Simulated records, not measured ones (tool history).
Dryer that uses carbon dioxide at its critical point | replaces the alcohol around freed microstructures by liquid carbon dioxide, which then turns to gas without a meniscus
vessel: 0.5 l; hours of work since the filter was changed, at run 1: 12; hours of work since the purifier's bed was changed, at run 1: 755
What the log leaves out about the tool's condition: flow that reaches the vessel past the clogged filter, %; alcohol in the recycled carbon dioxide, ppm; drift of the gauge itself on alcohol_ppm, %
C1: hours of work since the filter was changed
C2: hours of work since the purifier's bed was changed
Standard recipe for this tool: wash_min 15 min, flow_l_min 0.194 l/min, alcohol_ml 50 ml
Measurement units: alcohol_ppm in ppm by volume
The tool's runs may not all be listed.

Run 1, day 0: usual settings; C1 12; C2 755. Result: alcohol_ppm 1512 ppm by volume.
Run 2, day 1.912: usual settings but flow_l_min 0.293 l/min; C1 42; C2 785. Result: alcohol_ppm 304 ppm by volume.
At day 2.95: purifier's bed changed.
Run 3, day 3.758: usual settings but flow_l_min 0.293 l/min; C1 69; C2 13. Result: alcohol_ppm 189 ppm by volume.
Run 4, day 5.475: usual settings but flow_l_min 0.294 l/min; C1 96; C2 40. Result: alcohol_ppm 206 ppm by volume.
Run 5, day 7.633: usual settings but wash_min 12 min, flow_l_min 0.294 l/min; C1 130; C2 73. Result: alcohol_ppm 738 ppm by volume.
At day 9.479: inlet filter changed.
Run 6, day 9.662: usual settings but wash_min 12 min, flow_l_min 0.294 l/min; C1 3; C2 105. Result: alcohol_ppm 568 ppm by volume.
Run 7, day 11.371: usual settings but wash_min 12 min, flow_l_min 0.294 l/min; C1 30; C2 131. Result: alcohol_ppm 604 ppm by volume.
Run 8, day 12.604: usual settings but wash_min 12 min, flow_l_min 0.297 l/min; C1 49; C2 151. Result: alcohol_ppm 595 ppm by volume.
Run 9, day 14.825: usual settings but flow_l_min 0.122 l/min; C1 84; C2 185. Result: alcohol_ppm 7059 ppm by volume.
Run 10, day 17.25: usual settings but flow_l_min 0.122 l/min; C1 122; C2 223. Result: alcohol_ppm 7411 ppm by volume.
Run 11, day 18.738: usual settings but flow_l_min 0.122 l/min; C1 145; C2 247. Result: alcohol_ppm 7651 ppm by volume.
At day 19.521: inlet filter changed.
Run 12, day 19.846: usual settings but wash_min 9 min; C1 5; C2 263. Result: alcohol_ppm 7505 ppm by volume.
Run 13, day 22.4: usual settings but wash_min 9 min; C1 45; C2 303. Result: alcohol_ppm 7913 ppm by volume.
Run 14, day 24.988: usual settings; C1 86; C2 344. Result: alcohol_ppm 1611 ppm by volume.
Run 15, day 27.142: usual settings but alcohol_ml 25 ml; C1 119; C2 378. Result: alcohol_ppm 890 ppm by volume.
Run 16, day 28.396: usual settings but wash_min 11 min; C1 139; C2 397. Result: alcohol_ppm 5027 ppm by volume.
At day 29.6: inlet filter changed.
Run 17, day 30.662: usual settings but alcohol_ml 44 ml; C1 17; C2 432. Result: alcohol_ppm 1319 ppm by volume.
Run 18, day 33.221: usual settings but wash_min 20 min, flow_l_min 0.132 l/min, alcohol_ml 44 ml; C1 57; C2 472. Result: alcohol_ppm 1953 ppm by volume.
Run 19, day 35.417: usual settings but flow_l_min 0.29 l/min, alcohol_ml 33 ml; C1 91; C2 507. Result: alcohol_ppm 241 ppm by volume.
Run 20, day 37.004: usual settings but flow_l_min 0.29 l/min, alcohol_ml 33 ml; C1 116; C2 531. Result: alcohol_ppm 251 ppm by volume.
At day 39.646: inlet filter changed.
Run 21, day 39.646: usual settings but alcohol_ml 65 ml; C1 0; C2 572. Result: alcohol_ppm 1806 ppm by volume.
Run 22, day 41.708: usual settings but wash_min 10 min, flow_l_min 0.184 l/min, alcohol_ml 32 ml; C1 32; C2 605. Result: alcohol_ppm 4498 ppm by volume.
Run 23, day 43.958: usual settings but wash_min 10 min, flow_l_min 0.285 l/min, alcohol_ml 32 ml; C1 68; C2 640. Result: alcohol_ppm 1162 ppm by volume.
Run 24, day 46.542: usual settings but wash_min 10 min, flow_l_min 0.285 l/min, alcohol_ml 32 ml; C1 108; C2 680. Result: alcohol_ppm 1259 ppm by volume.
Run 25, day 48.021: usual settings but wash_min 10 min, flow_l_min 0.285 l/min, alcohol_ml 32 ml; C1 131; C2 703. Result: alcohol_ppm 1267 ppm by volume.
At day 49.696: inlet filter changed.
Run 26, day 49.696: usual settings but wash_min 10 min, flow_l_min 0.285 l/min, alcohol_ml 32 ml; C1 0; C2 729. Result: alcohol_ppm 1052 ppm by volume.
Run 27, day 51.696: usual settings but wash_min 10 min, flow_l_min 0.288 l/min, alcohol_ml 42 ml; C1 31; C2 760. Result: alcohol_ppm 1376 ppm by volume.
Run 28, day 52.867: usual settings but wash_min 10 min, flow_l_min 0.288 l/min, alcohol_ml 42 ml; C1 50; C2 779. Result: alcohol_ppm 1422 ppm by volume.
Run 29, day 53.979: usual settings but wash_min 18 min, flow_l_min 0.288 l/min, alcohol_ml 56 ml; C1 67; C2 796. Result: alcohol_ppm 212 ppm by volume.
At day 54.388: purifier's bed changed.
Run 30, day 55.258: usual settings but wash_min 18 min, flow_l_min 0.231 l/min, alcohol_ml 103 ml; C1 85; C2 14. Result: alcohol_ppm 549 ppm by volume.
Run 31, day 57.217: usual settings but wash_min 13 min, flow_l_min 0.231 l/min, alcohol_ml 24 ml; C1 116; C2 44. Result: alcohol_ppm 697 ppm by volume.
Run 32, day 59.417: usual settings but wash_min 9 min, flow_l_min 0.293 l/min, alcohol_ml 42 ml; C1 150; C2 79. Result: alcohol_ppm 2173 ppm by volume.

Below, some changes in alcohol_ppm between adjacent runs. For each, the amount present without the hidden state too (settings, incoming material, random variation) and the amount remaining for the hidden state with gauge scatter not shared by both compared results:
Run 8 -> 9: wash_min 12 -> 15, flow_l_min 0.297 -> 0.122. alcohol_ppm +6464 ppm by volume: hidden state +649, all else +5815.
Run 11 -> 12: wash_min 15 -> 9, flow_l_min 0.122 -> 0.194, inlet filter changed. alcohol_ppm -146 ppm by volume: hidden state -1117, all else +971.
Run 13 -> 14: wash_min 9 -> 15. alcohol_ppm -6302 ppm by volume: hidden state -217, all else -6085.
Run 15 -> 16: wash_min 15 -> 11, alcohol_ml 25 -> 50. alcohol_ppm +4137 ppm by volume: hidden state +758, all else +3379.
Run 16 -> 17: wash_min 11 -> 15, alcohol_ml 50 -> 44, inlet filter changed. alcohol_ppm -3708 ppm by volume: hidden state -849, all else -2859.
